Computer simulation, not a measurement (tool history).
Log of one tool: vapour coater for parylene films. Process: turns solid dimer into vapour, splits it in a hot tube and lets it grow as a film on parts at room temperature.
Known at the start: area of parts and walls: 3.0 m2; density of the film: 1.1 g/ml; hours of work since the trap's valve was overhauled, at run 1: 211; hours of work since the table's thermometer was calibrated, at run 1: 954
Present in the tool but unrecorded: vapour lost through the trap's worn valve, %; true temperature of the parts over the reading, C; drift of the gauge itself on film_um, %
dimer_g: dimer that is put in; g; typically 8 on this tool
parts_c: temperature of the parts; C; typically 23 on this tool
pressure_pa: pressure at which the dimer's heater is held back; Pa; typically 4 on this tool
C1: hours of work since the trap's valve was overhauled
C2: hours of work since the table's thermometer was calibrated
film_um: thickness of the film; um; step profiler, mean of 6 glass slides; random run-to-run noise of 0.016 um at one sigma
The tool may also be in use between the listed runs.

run 1 day=0 | dimer_g=8 parts_c=23 pressure_pa=4 | C1=211 C2=954 | film_um=1.77
run 2 day=1.229 | dimer_g=8 parts_c=23 pressure_pa=4 | C1=228 C2=971 | film_um=1.74
run 3 day=2.225 | dimer_g=8 parts_c=23 pressure_pa=4 | C1=242 C2=985 | film_um=1.77
run 4 day=3.079 | dimer_g=8 parts_c=23 pressure_pa=4 | C1=254 C2=997 | film_um=1.76
run 5 day=4.662 | dimer_g=8 parts_c=23 pressure_pa=4 | C1=276 C2=1019 | film_um=1.71
run 6 day=5.888 | dimer_g=8 parts_c=23 pressure_pa=4 | C1=293 C2=1037 | film_um=1.75
run 7 day=7.025 | dimer_g=8 parts_c=23 pressure_pa=4 | C1=309 C2=1053 | film_um=1.74
run 8 day=8.762 | dimer_g=8 parts_c=23 pressure_pa=4 | C1=334 C2=1077 | film_um=1.7
run 9 day=10.042 | dimer_g=5 parts_c=23 pressure_pa=4 | C1=352 C2=1095 | film_um=1.06
run 10 day=11.321 | dimer_g=8 parts_c=23 pressure_pa=4 | C1=370 C2=1113 | film_um=1.69
-- day=11.575 trap's valve overhauled
run 11 day=12.596 | dimer_g=8 parts_c=23 pressure_pa=4 | C1=14 C2=1129 | film_um=1.84
run 12 day=14.292 | dimer_g=8 parts_c=23 pressure_pa=4 | C1=38 C2=1152 | film_um=1.82
run 13 day=15.521 | dimer_g=5 parts_c=17 pressure_pa=4 | C1=55 C2=1170 | film_um=1.37
run 14 day=16.983 | dimer_g=5 parts_c=17 pressure_pa=4 | C1=76 C2=1190 | film_um=1.35
run 15 day=18.504 | dimer_g=9 parts_c=23 pressure_pa=7.97 | C1=97 C2=1212 | film_um=1.98
run 16 day=20.388 | dimer_g=5 parts_c=15 pressure_pa=4.05 | C1=124 C2=1238 | film_um=1.45
run 17 day=22.367 | dimer_g=5 parts_c=18 pressure_pa=10.29 | C1=152 C2=1266 | film_um=1.2
run 18 day=23.596 | dimer_g=5 parts_c=18 pressure_pa=10.29 | C1=169 C2=1283 | film_um=1.22
run 19 day=24.933 | dimer_g=3 parts_c=23 pressure_pa=9.13 | C1=188 C2=1302 | film_um=0.62

Same runs, no hidden state in the tool, same run-to-run variation:
run=1 film_um=1.82
run=2 film_um=1.8
run=3 film_um=1.83
run=4 film_um=1.83
run=5 film_um=1.79
run=6 film_um=1.83
run=7 film_um=1.83
run=8 film_um=1.8
run=9 film_um=1.12
run=10 film_um=1.81
run=11 film_um=1.8
run=12 film_um=1.79
run=13 film_um=1.35
run=14 film_um=1.34
run=15 film_um=1.97
run=16 film_um=1.46
run=17 film_um=1.21
run=18 film_um=1.24
run=19 film_um=0.63
